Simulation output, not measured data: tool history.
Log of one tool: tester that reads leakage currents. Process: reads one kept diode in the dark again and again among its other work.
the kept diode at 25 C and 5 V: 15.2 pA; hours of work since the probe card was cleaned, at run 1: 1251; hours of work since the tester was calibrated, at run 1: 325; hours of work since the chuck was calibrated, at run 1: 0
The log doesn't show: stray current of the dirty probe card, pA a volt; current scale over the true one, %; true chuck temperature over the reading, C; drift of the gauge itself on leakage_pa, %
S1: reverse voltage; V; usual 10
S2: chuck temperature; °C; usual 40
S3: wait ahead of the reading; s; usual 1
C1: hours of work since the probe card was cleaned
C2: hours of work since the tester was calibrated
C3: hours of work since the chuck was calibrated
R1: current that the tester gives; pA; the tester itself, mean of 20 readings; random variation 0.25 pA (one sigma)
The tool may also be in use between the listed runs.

| run | hour | S1 | S2 | S3 | C1 | C2 | C3 | R1 |
|---|---|---|---|---|---|---|---|---|
| 1 | 0 | 10 | 40 | 1 | 1251 | 325 | 0 | 83.81 |
| 2 | 81.4 | 10.9 | 40 | 1 | 1305 | 380 | 54 | 87.95 |
| 3 | 177.6 | 10 | 40 | 1 | 1369 | 444 | 118 | 86.24 |
| 4 | 287.3 | 10 | 40 | 0.33 | 1442 | 517 | 191 | 91.2 |
| 5 | 371 | 10 | 40 | 0.33 | 1498 | 573 | 247 | 92.4 |
| 6 | 475.7 | 10 | 40 | 0.33 | 1568 | 642 | 317 | 93.38 |
| 7 | 553.5 | 10 | 40 | 1 | 1619 | 694 | 369 | 91.2 |
| 8 | 637.2 | 10 | 40 | 1 | 1675 | 750 | 425 | 92.09 |
| 9 | 713.5 | 3 | 40 | 1 | 1726 | 801 | 476 | 57.89 |
| 10 | 806 | 3 | 40 | 1 | 1788 | 862 | 537 | 58.09 |
| 11 | 857.5 | 3 | 40 | 1 | 1822 | 897 | 571 | 58.99 |
| 12 | 958.9 | 7.8 | 40 | 0.65 | 1890 | 964 | 639 | 87.85 |
| 13 | 1063.7 | 1 | 42 | 0.65 | 1960 | 1034 | 709 | 46.87 |
|  | 1075.9 | probe card cleaned and baked |
| 14 | 1153.3 | 10 | 25 | 5.84 | 52 | 1092 | 767 | 24.06 |
|  | 1258.3 | chuck's temperature calibrated |
| 15 | 1258.3 | 10 | 25 | 5.84 | 120 | 1161 | 0 | 20.29 |
| 16 | 1307 | 2.6 | 32 | 1.18 | 153 | 1193 | 32 | 23.88 |
| 17 | 1417.8 | 2.6 | 32 | 1.18 | 227 | 1267 | 106 | 24.27 |
| 18 | 1487.4 | 2.5 | 58 | 1 | 273 | 1313 | 153 | 219.81 |
| 19 | 1557.4 | 2.2 | 58 | 1 | 320 | 1360 | 199 | 210.54 |

Forecast each of these 4 alternatives for the next run:
| A | 1654.8 | 1.1 | 27 | 6.86 | 385 | 1425 | 264 | ? |
| B | 1654.8 | 2.7 | 57 | 1 | 385 | 1425 | 264 | ? |
| C | 1654.8 | 3.6 | 48 | 4.03 | 385 | 1425 | 264 | ? |
| D | 1654.8 | 6.6 | 40 | 1.01 | 385 | 1425 | 264 | ? |

| run | R1 |
|---|---|
| A | 11.2 |
| B | 213.41 |
| C | 113.72 |
| D | 73.94 |
Without the tool's hidden state the same runs would have given:
| run | R1 |
|---|---|
| A | 10.55 |
| B | 203.65 |
| C | 108.15 |
| D | 69.96 |
